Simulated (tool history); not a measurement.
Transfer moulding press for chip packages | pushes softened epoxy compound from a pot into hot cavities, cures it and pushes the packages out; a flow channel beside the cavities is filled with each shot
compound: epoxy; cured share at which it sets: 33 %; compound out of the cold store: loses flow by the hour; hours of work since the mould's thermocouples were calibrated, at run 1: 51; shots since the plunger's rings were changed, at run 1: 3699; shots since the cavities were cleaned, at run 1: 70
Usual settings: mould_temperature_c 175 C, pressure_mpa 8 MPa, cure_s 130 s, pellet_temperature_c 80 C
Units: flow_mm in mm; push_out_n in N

run	day	mould_temperature_c	pressure_mpa	cure_s	pellet_temperature_c	hours of work since the mould's thermocouples were calibrated	shots since the plunger's rings were changed	shots since the cavities were cleaned	incoming compound's hours out of the cold store	flow_mm	push_out_n
1	0	175	8	130	80	51	3699	70	30.2	728	421
2	1.396	175	8	130	80	66	3915	286	23.2	743	519
# day 4.271: cavities cleaned with cleaning compound and waxed
3	4.567	175	8	130	76	99	4396	46	14.4	757	740
4	6.288	175	6.49	130	80	117	4661	311	35	636	755
# day 8.846: plunger's sealing rings changed
# day 9.079: cavities cleaned with cleaning compound and waxed
5	9.079	175	8	130	80	144	26	0	24.5	765	388
6	11.571	175	7.45	130	80	170	412	386	44.5	691	584
# day 13.35: cavities cleaned with cleaning compound and waxed, once more
7	13.946	175	7.45	130	80	194	769	92	14.7	761	447
8	16.971	175	7.84	130	80	226	1237	560	20.2	758	635
# day 17.954: cavities cleaned with cleaning compound and waxed
9	19.629	175	8	130	80	253	1639	260	32.5	733	528
10	22.212	175	8	130	80	280	2038	659	16.7	777	683
# day 22.525: cavities cleaned with cleaning compound and waxed
11	25.279	175	8	130	80	312	2502	426	25.8	745	616
# day 27.117: cavities cleaned with cleaning compound and waxed
12	28.446	175	8	130	80	344	2982	205	11.8	773	504
13	30.012	175	8	130	80	360	3224	447	23.6	745	591
# day 31.842: cavities cleaned with cleaning compound and waxed
14	32.371	176	8	130	80	384	3579	81	22.7	745	416
15	33.862	175	6.77	142	88	400	3810	312	28.8	670	553
# day 36.412: cavities cleaned with cleaning compound and waxed
16	36.571	175	6.77	142	88	428	4219	24	43.8	637	392
17	38.296	175	6.77	132	88	446	4486	291	14.7	701	536
18	40.454	175	6.77	132	88	468	4820	625	12.3	703	653
# day 41.092: cavities cleaned with cleaning compound and waxed
# day 41.921: plunger's sealing rings changed
19	43.1	175	6.77	118	71	494	183	295	8.9	740	606
20	45.083	175	8.86	130	80	515	490	602	17.9	816	649
# day 45.958: cavities cleaned with cleaning compound and waxed
21	47.529	175	8.86	130	80	540	858	243	32	781	502
# day 50.525: cavities cleaned with cleaning compound and waxed
22	50.754	179	9.38	130	80	573	1347	35	47.1	746	402
23	52.488	179	9.38	130	80	591	1615	303	23.6	805	525
# day 55.204: cavities cleaned with cleaning compound and waxed
24	55.204	175	8	139	80	619	2026	0	9.9	790	397
# day 56.492: mould's thermocouples calibrated
25	57.042	174	7.93	139	80	6	2297	271	19.5	760	530
26	59.25	180	9.76	156	77	29	2638	612	46.4	744	613
# day 59.846: cavities cleaned with cleaning compound and waxed
27	61.421	178	6.09	139	89	51	2964	243	37.8	610	488

The same runs without the tool's hidden state, with the same run-to-run variation:
The hidden state here: true mould temperature over the reading, C; pressure that reaches the compound, % of what is set; grip of the stained cavities, % over clean ones'; drift of the gauge itself on flow_mm, %; drift of the gauge itself on push_out_n, %.
run	flow_mm	push_out_n
1	753	370
2	770	367
3	789	374
4	664	371
5	765	387
6	693	382
7	766	375
8	766	371
9	744	369
10	791	387
11	762	377
12	794	375
13	767	365
14	769	359
15	693	381
16	662	366
17	729	369
18	735	366
19	740	408
20	818	367
21	785	354
22	753	364
23	814	351
24	801	383
25	779	372
26	765	353
27	629	347
